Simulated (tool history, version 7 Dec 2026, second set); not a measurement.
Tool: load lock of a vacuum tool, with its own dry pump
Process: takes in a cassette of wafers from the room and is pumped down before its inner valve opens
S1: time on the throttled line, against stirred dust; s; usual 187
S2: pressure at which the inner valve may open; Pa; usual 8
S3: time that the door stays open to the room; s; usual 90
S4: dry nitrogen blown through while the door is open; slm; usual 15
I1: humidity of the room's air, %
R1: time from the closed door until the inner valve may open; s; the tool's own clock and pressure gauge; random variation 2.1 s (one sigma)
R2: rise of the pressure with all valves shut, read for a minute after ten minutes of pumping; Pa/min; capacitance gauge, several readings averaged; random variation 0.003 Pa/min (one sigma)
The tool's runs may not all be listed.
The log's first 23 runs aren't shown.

Run 24, day 354.208: usual settings but S3 163 s, S4 7 slm; I1 44.2. Result: R1 388.7 s, R2 0.108 Pa/min.
Run 25, day 373.204: usual settings but S3 163 s, S4 7 slm; I1 44.7. Result: R1 395.0 s, R2 0.124 Pa/min.
Run 26, day 388.354: usual settings but S3 163 s, S4 7 slm; I1 45.1. Result: R1 399.6 s, R2 0.129 Pa/min.
Run 27, day 402.204: usual settings but S1 369 s, S2 14 Pa, S3 158 s, S4 6 slm; I1 43.4. Result: R1 535.9 s, R2 0.132 Pa/min.
Run 28, day 417.000: usual settings but S1 372 s, S2 6 Pa, S3 51 s, S4 4 slm; I1 45.6. Result: R1 562.2 s, R2 0.123 Pa/min.
Run 29, day 436.321: usual settings but S1 341 s, S2 6 Pa, S3 51 s, S4 14 slm; I1 44.9. Result: R1 535.1 s, R2 0.127 Pa/min.
Run 30, day 449.254: usual settings but S1 115 s, S2 6 Pa, S3 51 s, S4 14 slm; I1 41.6. Result: R1 352.7 s, R2 0.125 Pa/min.
Run 31, day 458.571: usual settings but S1 115 s, S2 6 Pa, S3 51 s, S4 14 slm; I1 42.6. Result: R1 349.4 s, R2 0.136 Pa/min.
Run 32, day 470.908: usual settings but S1 164 s, S2 6 Pa; I1 46.4. Result: R1 396.0 s, R2 0.150 Pa/min.
At day 477.433: dry pump taken out, an overhauled one fitted.
Run 33, day 485.038: usual settings but S1 164 s, S2 6 Pa; I1 43.2. Result: R1 331.8 s, R2 0.156 Pa/min.
Run 34, day 498.142: usual settings but S2 7 Pa, S4 5 slm; I1 46.7. Result: R1 348.1 s, R2 0.190 Pa/min.
Run 35, day 510.954: usual settings but S1 181 s, S2 14 Pa, S3 168 s, S4 17 slm; I1 46.3. Result: R1 329.2 s, R2 0.195 Pa/min.
Run 36, day 523.012: usual settings but S1 181 s, S2 14 Pa, S3 168 s, S4 17 slm; I1 43.4. Result: R1 333.4 s, R2 0.196 Pa/min.

5 ways to go on from here, each from the tool as it stands after run 36. What would each give?
Run A, day 537.779: usual settings but S1 181 s, S2 14 Pa, S3 175 s, S4 17 slm; I1 47.4. Result: R1 ?, R2 ?.
Run B, day 537.779: usual settings but S1 96 s, S2 6 Pa, S3 184 s; I1 43.2. Result: R1 ?, R2 ?.
Run C, day 537.779: usual settings but S1 181 s, S2 13 Pa, S3 168 s, S4 17 slm; I1 46.1. Result: R1 ?, R2 ?.
Run D, day 537.779: usual settings but S1 122 s, S2 14 Pa, S3 96 s, S4 23 slm; I1 44.4. Result: R1 ?, R2 ?.
Run E, day 537.779: usual settings but S1 181 s, S2 14 Pa, S3 34 s, S4 17 slm; I1 46.0. Result: R1 ?, R2 ?.

run     R1     R2
  A  329.2  0.216
  B  271.6  0.216
  C  336.1  0.214
  D  282.0  0.197
  E  329.6  0.191
Without the tool's hidden state the same runs would have given:
run     R1     R2
  A  325.5  0.064
  B  267.2  0.061
  C  332.2  0.062
  D  278.0  0.042
  E  325.9  0.038
